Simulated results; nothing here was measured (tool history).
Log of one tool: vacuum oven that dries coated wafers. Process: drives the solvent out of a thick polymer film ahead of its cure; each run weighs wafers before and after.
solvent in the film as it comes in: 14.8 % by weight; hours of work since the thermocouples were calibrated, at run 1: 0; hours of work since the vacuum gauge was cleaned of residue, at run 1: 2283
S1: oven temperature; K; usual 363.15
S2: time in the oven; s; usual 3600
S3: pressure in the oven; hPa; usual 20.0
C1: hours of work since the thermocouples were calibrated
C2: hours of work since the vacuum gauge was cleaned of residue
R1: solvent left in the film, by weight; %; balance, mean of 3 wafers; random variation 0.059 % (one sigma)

{"run": 1, "hour": 0.0, "S1": 363.15, "S2": 3600, "S3": 20.0, "C1": 0, "C2": 2283, "R1": 4.02}
{"run": 2, "hour": 78.2, "S1": 363.15, "S2": 3600, "S3": 20.0, "C1": 37, "C2": 2320, "R1": 4.17}
{"run": 3, "hour": 138.8, "S1": 363.15, "S2": 3600, "S3": 20.0, "C1": 65, "C2": 2349, "R1": 4.0}
{"run": 4, "hour": 210.4, "S1": 363.15, "S2": 3600, "S3": 20.0, "C1": 99, "C2": 2382, "R1": 4.19}
{"run": 5, "hour": 284.0, "S1": 372.15, "S2": 3600, "S3": 20.0, "C1": 133, "C2": 2417, "R1": 2.4}
{"run": 6, "hour": 412.7, "S1": 363.15, "S2": 3600, "S3": 20.0, "C1": 194, "C2": 2477, "R1": 4.0}
{"run": 7, "hour": 472.4, "S1": 363.15, "S2": 3600, "S3": 20.6, "C1": 222, "C2": 2505, "R1": 4.11}
{"run": 8, "hour": 542.0, "S1": 363.15, "S2": 3600, "S3": 20.6, "C1": 254, "C2": 2538, "R1": 4.16}
{"run": 9, "hour": 618.8, "S1": 363.15, "S2": 3600, "S3": 20.6, "C1": 290, "C2": 2574, "R1": 4.17}
{"run": 10, "hour": 695.4, "S1": 363.15, "S2": 3600, "S3": 20.6, "C1": 326, "C2": 2610, "R1": 4.31}
{"run": 11, "hour": 779.4, "S1": 363.15, "S2": 3600, "S3": 20.6, "C1": 366, "C2": 2649, "R1": 4.21}
{"run": 12, "hour": 844.8, "S1": 363.15, "S2": 3600, "S3": 20.6, "C1": 396, "C2": 2680, "R1": 4.29}
{"run": 13, "hour": 896.6, "S1": 363.15, "S2": 3600, "S3": 18.8, "C1": 421, "C2": 2704, "R1": 4.02}
{"run": 14, "hour": 1021.4, "S1": 363.15, "S2": 3600, "S3": 18.8, "C1": 479, "C2": 2763, "R1": 4.14}
{"run": 15, "hour": 1082.8, "S1": 363.15, "S2": 3600, "S3": 18.8, "C1": 508, "C2": 2792, "R1": 4.11}
{"run": 16, "hour": 1179.4, "S1": 363.15, "S2": 3600, "S3": 18.8, "C1": 553, "C2": 2837, "R1": 4.07}
{"run": 17, "hour": 1290.9, "S1": 363.15, "S2": 3600, "S3": 20.0, "C1": 606, "C2": 2889, "R1": 4.14}
{"run": 18, "hour": 1403.3, "S1": 363.15, "S2": 3600, "S3": 20.0, "C1": 658, "C2": 2942, "R1": 4.16}
{"run": 19, "hour": 1524.1, "S1": 363.15, "S2": 3600, "S3": 20.0, "C1": 715, "C2": 2999, "R1": 4.24}
{"run": 20, "hour": 1632.2, "S1": 363.15, "S2": 3600, "S3": 20.0, "C1": 766, "C2": 3049, "R1": 4.31}
{"run": 21, "hour": 1756.1, "S1": 363.15, "S2": 3600, "S3": 11.4, "C1": 824, "C2": 3107, "R1": 3.53}
{"run": 22, "hour": 1875.8, "S1": 363.15, "S2": 3600, "S3": 11.4, "C1": 880, "C2": 3164, "R1": 3.61}
{"hour": 1911.2, "done": "oven's thermocouples calibrated"}
{"run": 23, "hour": 2006.4, "S1": 363.15, "S2": 3600, "S3": 11.4, "C1": 45, "C2": 3224, "R1": 3.81}
{"run": 24, "hour": 2080.1, "S1": 353.15, "S2": 3600, "S3": 11.4, "C1": 79, "C2": 3259, "R1": 6.57}
{"hour": 2118.0, "done": "vacuum gauge cleaned of residue and calibrated"}
{"run": 25, "hour": 2201.4, "S1": 376.15, "S2": 3600, "S3": 40.5, "C1": 135, "C2": 39, "R1": 2.33}
{"run": 26, "hour": 2254.6, "S1": 357.15, "S2": 6360, "S3": 50.7, "C1": 160, "C2": 64, "R1": 6.34}
{"run": 27, "hour": 2375.1, "S1": 369.15, "S2": 2700, "S3": 26.6, "C1": 217, "C2": 121, "R1": 3.08}
{"run": 28, "hour": 2441.8, "S1": 363.15, "S2": 4680, "S3": 39.0, "C1": 248, "C2": 152, "R1": 4.15}
{"run": 29, "hour": 2567.7, "S1": 378.15, "S2": 3420, "S3": 20.9, "C1": 307, "C2": 211, "R1": 1.28}
{"run": 30, "hour": 2689.6, "S1": 378.15, "S2": 3420, "S3": 20.9, "C1": 365, "C2": 268, "R1": 1.16}
{"run": 31, "hour": 2769.6, "S1": 378.15, "S2": 3480, "S3": 21.6, "C1": 402, "C2": 306, "R1": 1.29}
{"run": 32, "hour": 2843.8, "S1": 371.15, "S2": 4980, "S3": 20.0, "C1": 437, "C2": 341, "R1": 1.53}
{"run": 33, "hour": 2932.1, "S1": 354.15, "S2": 2880, "S3": 22.5, "C1": 478, "C2": 382, "R1": 6.59}
{"run": 34, "hour": 3034.5, "S1": 354.15, "S2": 2880, "S3": 22.5, "C1": 526, "C2": 430, "R1": 6.63}
{"run": 35, "hour": 3133.2, "S1": 351.15, "S2": 2820, "S3": 10.8, "C1": 573, "C2": 476, "R1": 6.49}
{"run": 36, "hour": 3187.4, "S1": 351.15, "S2": 2820, "S3": 10.8, "C1": 598, "C2": 502, "R1": 6.66}
{"run": 37, "hour": 3302.3, "S1": 363.15, "S2": 3540, "S3": 32.8, "C1": 652, "C2": 556, "R1": 4.22}
{"run": 38, "hour": 3354.3, "S1": 363.15, "S2": 5640, "S3": 32.8, "C1": 676, "C2": 580, "R1": 3.37}
{"run": 39, "hour": 3450.1, "S1": 363.15, "S2": 5640, "S3": 32.8, "C1": 721, "C2": 625, "R1": 3.44}
{"run": 40, "hour": 3561.4, "S1": 363.15, "S2": 5640, "S3": 32.8, "C1": 774, "C2": 677, "R1": 3.56}
{"run": 41, "hour": 3674.8, "S1": 363.15, "S2": 5640, "S3": 32.8, "C1": 827, "C2": 731, "R1": 3.57}
{"run": 42, "hour": 3757.6, "S1": 363.15, "S2": 5640, "S3": 32.8, "C1": 866, "C2": 769, "R1": 3.61}
{"hour": 3826.5, "done": "oven's thermocouples calibrated"}
{"run": 43, "hour": 3862.3, "S1": 349.15, "S2": 5640, "S3": 47.4, "C1": 17, "C2": 818, "R1": 9.26}
{"run": 44, "hour": 3966.5, "S1": 349.15, "S2": 5640, "S3": 47.4, "C1": 66, "C2": 866, "R1": 9.19}
{"run": 45, "hour": 4038.6, "S1": 349.15, "S2": 5640, "S3": 47.4, "C1": 100, "C2": 900, "R1": 9.26}
{"run": 46, "hour": 4135.8, "S1": 349.15, "S2": 5640, "S3": 47.4, "C1": 145, "C2": 946, "R1": 9.36}
{"run": 47, "hour": 4197.8, "S1": 349.15, "S2": 5640, "S3": 47.4, "C1": 174, "C2": 975, "R1": 9.33}

Forecast each of these 4 alternatives for the next run:
{"run": "A", "hour": 4281.2, "S1": 363.15, "S2": 3360, "S3": 17.1, "C1": 213, "C2": 1014, "R1": "?"}
{"run": "B", "hour": 4281.2, "S1": 363.15, "S2": 3600, "S3": 19.1, "C1": 213, "C2": 1014, "R1": "?"}
{"run": "C", "hour": 4281.2, "S1": 371.15, "S2": 2700, "S3": 18.3, "C1": 213, "C2": 1014, "R1": "?"}
{"run": "D", "hour": 4281.2, "S1": 349.15, "S2": 5640, "S3": 47.7, "C1": 213, "C2": 1014, "R1": "?"}

run=A R1=3.41
run=B R1=3.36
run=C R1=2.41
run=D R1=9.30
Without the tool's hidden state the same runs would have given:
run=A R1=3.16
run=B R1=3.10
run=C R1=2.21
run=D R1=8.92
